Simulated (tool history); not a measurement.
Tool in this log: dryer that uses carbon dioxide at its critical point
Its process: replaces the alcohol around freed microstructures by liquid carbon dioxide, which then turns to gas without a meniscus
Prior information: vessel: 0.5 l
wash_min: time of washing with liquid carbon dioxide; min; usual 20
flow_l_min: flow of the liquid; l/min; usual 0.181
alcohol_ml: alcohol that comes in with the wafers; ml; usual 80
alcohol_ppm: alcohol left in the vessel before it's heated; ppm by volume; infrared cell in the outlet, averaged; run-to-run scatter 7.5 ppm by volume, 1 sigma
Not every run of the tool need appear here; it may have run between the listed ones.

Run 1, hour 0.0: usual settings. Result: alcohol_ppm 512 ppm by volume.
Run 2, hour 28.5: usual settings but alcohol_ml 30 ml. Result: alcohol_ppm 213 ppm by volume.
Run 3, hour 57.8: usual settings. Result: alcohol_ppm 538 ppm by volume.
Run 4, hour 87.6: usual settings but flow_l_min 0.233 l/min. Result: alcohol_ppm 119 ppm by volume.
Run 5, hour 103.4: usual settings but flow_l_min 0.233 l/min. Result: alcohol_ppm 111 ppm by volume.
Run 6, hour 116.7: usual settings but flow_l_min 0.246 l/min. Result: alcohol_ppm 73 ppm by volume.
Run 7, hour 134.0: usual settings but wash_min 31 min. Result: alcohol_ppm 50 ppm by volume.
Run 8, hour 159.8: usual settings but wash_min 31 min, flow_l_min 0.119 l/min. Result: alcohol_ppm 587 ppm by volume.
Run 9, hour 179.1: usual settings but wash_min 31 min, flow_l_min 0.208 l/min. Result: alcohol_ppm 37 ppm by volume.
Run 10, hour 192.9: usual settings but wash_min 31 min, flow_l_min 0.208 l/min. Result: alcohol_ppm 47 ppm by volume.
Run 11, hour 209.9: usual settings but wash_min 31 min, flow_l_min 0.208 l/min. Result: alcohol_ppm 41 ppm by volume.
Run 12, hour 237.9: usual settings. Result: alcohol_ppm 558 ppm by volume.
Run 13, hour 255.5: usual settings. Result: alcohol_ppm 580 ppm by volume.
Run 14, hour 280.7: usual settings but flow_l_min 0.118 l/min, alcohol_ml 81 ml. Result: alcohol_ppm 4604 ppm by volume.
Run 15, hour 307.2: usual settings but flow_l_min 0.118 l/min, alcohol_ml 81 ml. Result: alcohol_ppm 4708 ppm by volume.
Run 16, hour 328.3: usual settings but wash_min 23 min, flow_l_min 0.146 l/min, alcohol_ml 58 ml. Result: alcohol_ppm 693 ppm by volume.
Run 17, hour 349.4: usual settings but wash_min 16 min, flow_l_min 0.153 l/min, alcohol_ml 60 ml. Result: alcohol_ppm 2809 ppm by volume.
Run 18, hour 365.5: usual settings but wash_min 32 min, alcohol_ml 58 ml. Result: alcohol_ppm 47 ppm by volume.
Run 19, hour 384.7: usual settings but wash_min 18 min, alcohol_ml 21 ml. Result: alcohol_ppm 318 ppm by volume.
Run 20, hour 397.8: usual settings but flow_l_min 0.212 l/min. Result: alcohol_ppm 257 ppm by volume.
Run 21, hour 428.1: usual settings but wash_min 13 min, flow_l_min 0.212 l/min, alcohol_ml 21 ml. Result: alcohol_ppm 614 ppm by volume.
Run 22, hour 442.7: usual settings but wash_min 22 min, flow_l_min 0.135 l/min, alcohol_ml 72 ml. Result: alcohol_ppm 1671 ppm by volume.
Run 23, hour 458.0: usual settings but flow_l_min 0.112 l/min, alcohol_ml 25 ml. Result: alcohol_ppm 1835 ppm by volume.
Run 24, hour 474.0: usual settings but wash_min 18 min, flow_l_min 0.121 l/min, alcohol_ml 26 ml. Result: alcohol_ppm 2054 ppm by volume.
Run 25, hour 501.1: usual settings but wash_min 30 min, flow_l_min 0.156 l/min, alcohol_ml 106 ml. Result: alcohol_ppm 214 ppm by volume.

Below, some changes in alcohol_ppm between adjacent runs. For each, the amount present without the hidden state too (settings, incoming material, random variation) and the amount remaining for the hidden state with gauge scatter not shared by both compared results:
What the log doesn't record here: flow that reaches the vessel past the clogged filter, %; alcohol in the recycled carbon dioxide, ppm; drift of the gauge itself on alcohol_ppm, %.
Run 13 -> 14: flow_l_min 0.181 -> 0.118, alcohol_ml 80 -> 81. alcohol_ppm +4024 ppm by volume: hidden state +847, all else +3177.
Run 15 -> 16: wash_min 20 -> 23, flow_l_min 0.118 -> 0.146, alcohol_ml 81 -> 58. alcohol_ppm -4015 ppm by volume: hidden state -868, all else -3147.
